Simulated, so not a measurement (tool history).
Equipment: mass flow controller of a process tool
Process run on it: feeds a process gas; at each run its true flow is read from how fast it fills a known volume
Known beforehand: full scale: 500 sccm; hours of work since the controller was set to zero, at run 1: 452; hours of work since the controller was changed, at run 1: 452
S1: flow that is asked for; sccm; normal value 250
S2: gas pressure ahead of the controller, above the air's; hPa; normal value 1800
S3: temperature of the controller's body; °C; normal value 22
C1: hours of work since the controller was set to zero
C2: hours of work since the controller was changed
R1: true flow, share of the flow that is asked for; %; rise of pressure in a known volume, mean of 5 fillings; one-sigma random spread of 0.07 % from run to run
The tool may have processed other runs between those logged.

{"run": 1, "day": 0.0, "S1": 250, "S2": 1800, "S3": 22, "C1": 452, "C2": 452, "R1": 98.81}
{"run": 2, "day": 11.05, "S1": 76, "S2": 1800, "S3": 22, "C1": 583, "C2": 583, "R1": 98.5}
{"run": 3, "day": 22.204, "S1": 76, "S2": 1800, "S3": 22, "C1": 715, "C2": 715, "R1": 98.68}
{"run": 4, "day": 31.604, "S1": 76, "S2": 1800, "S3": 22, "C1": 826, "C2": 826, "R1": 98.6}
{"run": 5, "day": 37.754, "S1": 390, "S2": 1800, "S3": 22, "C1": 899, "C2": 899, "R1": 98.83}
{"run": 6, "day": 45.692, "S1": 250, "S2": 1440, "S3": 22, "C1": 993, "C2": 993, "R1": 98.5}
{"run": 7, "day": 52.571, "S1": 250, "S2": 2230, "S3": 22, "C1": 1074, "C2": 1074, "R1": 98.51}
{"run": 8, "day": 63.025, "S1": 250, "S2": 2230, "S3": 22, "C1": 1198, "C2": 1198, "R1": 98.38}
{"run": 9, "day": 72.938, "S1": 250, "S2": 2000, "S3": 22, "C1": 1315, "C2": 1315, "R1": 98.32}
{"run": 10, "day": 78.612, "S1": 250, "S2": 2000, "S3": 22, "C1": 1382, "C2": 1382, "R1": 98.32}
{"run": 11, "day": 83.504, "S1": 250, "S2": 2000, "S3": 22, "C1": 1440, "C2": 1440, "R1": 98.27}
{"run": 12, "day": 89.454, "S1": 250, "S2": 2000, "S3": 22, "C1": 1510, "C2": 1510, "R1": 98.1}
{"run": 13, "day": 99.825, "S1": 250, "S2": 2730, "S3": 22, "C1": 1633, "C2": 1633, "R1": 98.12}
{"run": 14, "day": 110.512, "S1": 250, "S2": 1800, "S3": 22, "C1": 1759, "C2": 1759, "R1": 98.13}
{"run": 15, "day": 118.304, "S1": 250, "S2": 1800, "S3": 22, "C1": 1852, "C2": 1852, "R1": 97.98}
{"run": 16, "day": 126.471, "S1": 250, "S2": 1800, "S3": 22, "C1": 1948, "C2": 1948, "R1": 97.94}
{"run": 17, "day": 136.183, "S1": 250, "S2": 1800, "S3": 22, "C1": 2063, "C2": 2063, "R1": 98.03}
{"run": 18, "day": 143.625, "S1": 250, "S2": 1800, "S3": 22, "C1": 2151, "C2": 2151, "R1": 97.91}
{"run": 19, "day": 152.312, "S1": 250, "S2": 1800, "S3": 22, "C1": 2254, "C2": 2254, "R1": 98.01}
{"run": 20, "day": 161.421, "S1": 250, "S2": 1800, "S3": 28, "C1": 2362, "C2": 2362, "R1": 97.76}
{"run": 21, "day": 166.762, "S1": 250, "S2": 1800, "S3": 28, "C1": 2425, "C2": 2425, "R1": 97.7}
{"run": 22, "day": 171.758, "S1": 89, "S2": 1800, "S3": 22, "C1": 2484, "C2": 2484, "R1": 98.72}
{"run": 23, "day": 177.625, "S1": 252, "S2": 1800, "S3": 22, "C1": 2553, "C2": 2553, "R1": 97.7}
{"run": 24, "day": 186.192, "S1": 252, "S2": 1800, "S3": 22, "C1": 2655, "C2": 2655, "R1": 97.67}
{"run": 25, "day": 194.85, "S1": 475, "S2": 2470, "S3": 22, "C1": 2757, "C2": 2757, "R1": 97.86}
{"run": 26, "day": 200.688, "S1": 475, "S2": 2470, "S3": 22, "C1": 2826, "C2": 2826, "R1": 97.88}
{"run": 27, "day": 205.767, "S1": 182, "S2": 2700, "S3": 27, "C1": 2886, "C2": 2886, "R1": 97.46}
{"run": 28, "day": 216.533, "S1": 349, "S2": 2700, "S3": 29, "C1": 3014, "C2": 3014, "R1": 97.3}
{"run": 29, "day": 226.729, "S1": 182, "S2": 2700, "S3": 29, "C1": 3134, "C2": 3134, "R1": 97.38}
{"run": 30, "day": 232.388, "S1": 74, "S2": 2600, "S3": 29, "C1": 3201, "C2": 3201, "R1": 99.07}
{"run": 31, "day": 239.875, "S1": 487, "S2": 1980, "S3": 23, "C1": 3290, "C2": 3290, "R1": 97.48}
{"run": 32, "day": 247.042, "S1": 64, "S2": 2340, "S3": 22, "C1": 3375, "C2": 3375, "R1": 99.93}
{"run": 33, "day": 255.071, "S1": 64, "S2": 2340, "S3": 22, "C1": 3470, "C2": 3470, "R1": 99.93}
{"run": 34, "day": 263.771, "S1": 64, "S2": 2340, "S3": 22, "C1": 3573, "C2": 3573, "R1": 99.97}
{"run": 35, "day": 271.296, "S1": 460, "S2": 1680, "S3": 22, "C1": 3662, "C2": 3662, "R1": 97.2}
{"run": 36, "day": 281.129, "S1": 159, "S2": 1840, "S3": 22, "C1": 3778, "C2": 3778, "R1": 97.4}
{"run": 37, "day": 287.742, "S1": 159, "S2": 1840, "S3": 36, "C1": 3856, "C2": 3856, "R1": 97.13}
{"run": 38, "day": 296.029, "S1": 59, "S2": 1800, "S3": 22, "C1": 3954, "C2": 3954, "R1": 100.62}
{"run": 39, "day": 301.362, "S1": 59, "S2": 1800, "S3": 22, "C1": 4017, "C2": 4017, "R1": 100.59}
{"run": 40, "day": 307.804, "S1": 84, "S2": 1800, "S3": 22, "C1": 4094, "C2": 4094, "R1": 99.05}
{"run": 41, "day": 312.838, "S1": 250, "S2": 2470, "S3": 22, "C1": 4153, "C2": 4153, "R1": 96.72}
{"run": 42, "day": 317.454, "S1": 250, "S2": 2470, "S3": 22, "C1": 4208, "C2": 4208, "R1": 96.77}
{"run": 43, "day": 322.958, "S1": 153, "S2": 1800, "S3": 37, "C1": 4273, "C2": 4273, "R1": 96.96}
{"run": 44, "day": 333.046, "S1": 349, "S2": 1820, "S3": 37, "C1": 4392, "C2": 4392, "R1": 96.41}
{"run": 45, "day": 340.538, "S1": 349, "S2": 1820, "S3": 37, "C1": 4481, "C2": 4481, "R1": 96.32}
{"run": 46, "day": 348.746, "S1": 251, "S2": 1800, "S3": 31, "C1": 4578, "C2": 4578, "R1": 96.35}
{"run": 47, "day": 356.125, "S1": 88, "S2": 1400, "S3": 22, "C1": 4665, "C2": 4665, "R1": 98.94}
{"run": 48, "day": 366.658, "S1": 374, "S2": 2480, "S3": 22, "C1": 4790, "C2": 4790, "R1": 96.43}

Alternative continuations, all from the tool just after run 48; predict every row:
{"run": "A", "day": 371.65, "S1": 374, "S2": 1520, "S3": 25, "C1": 4849, "C2": 4849, "R1": "?"}
{"run": "B", "day": 371.65, "S1": 69, "S2": 2480, "S3": 21, "C1": 4849, "C2": 4849, "R1": "?"}
{"run": "C", "day": 371.65, "S1": 250, "S2": 2150, "S3": 34, "C1": 4849, "C2": 4849, "R1": "?"}
{"run": "D", "day": 371.65, "S1": 155, "S2": 2020, "S3": 20, "C1": 4849, "C2": 4849, "R1": "?"}

run=A R1=96.24
run=B R1=100.28
run=C R1=96.21
run=D R1=97.19
The same runs, with their run-to-run variation unchanged, on a tool lacking any hidden condition would have given:
run=A R1=99.52
run=B R1=98.67
run=C R1=98.94
run=D R1=98.91
